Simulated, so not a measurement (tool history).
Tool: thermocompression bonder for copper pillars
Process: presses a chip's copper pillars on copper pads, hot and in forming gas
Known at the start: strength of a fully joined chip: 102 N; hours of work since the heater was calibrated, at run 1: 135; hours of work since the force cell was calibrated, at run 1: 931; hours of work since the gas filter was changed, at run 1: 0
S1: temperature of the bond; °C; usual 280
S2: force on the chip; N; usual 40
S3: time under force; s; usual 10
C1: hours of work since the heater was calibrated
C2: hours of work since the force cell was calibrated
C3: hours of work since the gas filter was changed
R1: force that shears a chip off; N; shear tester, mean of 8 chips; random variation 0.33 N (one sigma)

run 1 hour=0.0 | S1=280 S2=40 S3=10 | C1=135 C2=931 C3=0 | R1=72.7
run 2 hour=62.8 | S1=280 S2=40 S3=10 | C1=169 C2=965 C3=34 | R1=72.0
run 3 hour=135.0 | S1=286 S2=40 S3=10 | C1=208 C2=1004 C3=73 | R1=75.1
run 4 hour=184.4 | S1=286 S2=40 S3=10 | C1=235 C2=1031 C3=100 | R1=75.1
run 5 hour=247.9 | S1=286 S2=40 S3=15 | C1=269 C2=1065 C3=134 | R1=81.8
run 6 hour=287.8 | S1=286 S2=40 S3=15 | C1=291 C2=1087 C3=156 | R1=81.3
run 7 hour=361.9 | S1=286 S2=40 S3=15 | C1=331 C2=1127 C3=196 | R1=81.4
-- hour=367.5 force cell calibrated
run 8 hour=432.1 | S1=286 S2=40 S3=15 | C1=368 C2=35 C3=233 | R1=81.4
run 9 hour=492.3 | S1=286 S2=40 S3=15 | C1=400 C2=67 C3=265 | R1=81.0
-- hour=539.7 forming gas filter changed
run 10 hour=572.9 | S1=286 S2=40 S3=6 | C1=444 C2=111 C3=18 | R1=65.6
run 11 hour=640.0 | S1=286 S2=35 S3=6 | C1=480 C2=147 C3=54 | R1=60.7
run 12 hour=691.9 | S1=286 S2=35 S3=6 | C1=508 C2=175 C3=82 | R1=60.9
run 13 hour=735.1 | S1=267 S2=40 S3=10 | C1=531 C2=198 C3=106 | R1=65.8
run 14 hour=770.5 | S1=267 S2=40 S3=10 | C1=550 C2=218 C3=125 | R1=65.7
run 15 hour=831.5 | S1=280 S2=38 S3=8 | C1=583 C2=250 C3=158 | R1=66.5
run 16 hour=865.0 | S1=296 S2=38 S3=8 | C1=601 C2=269 C3=176 | R1=73.8
run 17 hour=946.7 | S1=296 S2=38 S3=8 | C1=646 C2=313 C3=220 | R1=73.3
run 18 hour=995.4 | S1=275 S2=43 S3=7 | C1=672 C2=339 C3=246 | R1=65.5
-- hour=1075.9 forming gas filter changed
run 19 hour=1076.8 | S1=280 S2=25 S3=6 | C1=716 C2=383 C3=0 | R1=48.2
run 20 hour=1116.0 | S1=296 S2=39 S3=6 | C1=737 C2=404 C3=22 | R1=69.7
run 21 hour=1163.9 | S1=270 S2=38 S3=9 | C1=763 C2=430 C3=48 | R1=64.5
run 22 hour=1204.0 | S1=306 S2=40 S3=10 | C1=784 C2=451 C3=69 | R1=83.0
run 23 hour=1244.6 | S1=306 S2=40 S3=10 | C1=806 C2=473 C3=91 | R1=82.7
run 24 hour=1296.0 | S1=306 S2=40 S3=10 | C1=834 C2=501 C3=119 | R1=82.9
run 25 hour=1366.2 | S1=293 S2=35 S3=6 | C1=872 C2=539 C3=157 | R1=64.4
run 26 hour=1411.0 | S1=293 S2=50 S3=17 | C1=896 C2=563 C3=181 | R1=91.3
run 27 hour=1491.6 | S1=273 S2=50 S3=25 | C1=940 C2=607 C3=225 | R1=89.9

4 ways to go on from here, each from the tool as it stands after run 27. What would each give?
-- hour=1513.8 heater calibrated with a thermocouple chip
run A hour=1534.9 | S1=273 S2=40 S3=25 | C1=11 C2=629 C3=247 | R1=?
-- hour=1513.8 heater calibrated with a thermocouple chip
run B hour=1534.9 | S1=259 S2=52 S3=9 | C1=11 C2=629 C3=247 | R1=?
-- hour=1513.8 heater calibrated with a thermocouple chip
run C hour=1534.9 | S1=307 S2=50 S3=10 | C1=11 C2=629 C3=247 | R1=?
-- hour=1513.8 heater calibrated with a thermocouple chip
run D hour=1534.9 | S1=309 S2=37 S3=27 | C1=11 C2=629 C3=247 | R1=?

run=A R1=84.4
run=B R1=68.6
run=C R1=88.5
run=D R1=94.4
Without the tool's hidden state the same runs would have given:
run=A R1=84.5
run=B R1=68.6
run=C R1=88.6
run=D R1=94.6

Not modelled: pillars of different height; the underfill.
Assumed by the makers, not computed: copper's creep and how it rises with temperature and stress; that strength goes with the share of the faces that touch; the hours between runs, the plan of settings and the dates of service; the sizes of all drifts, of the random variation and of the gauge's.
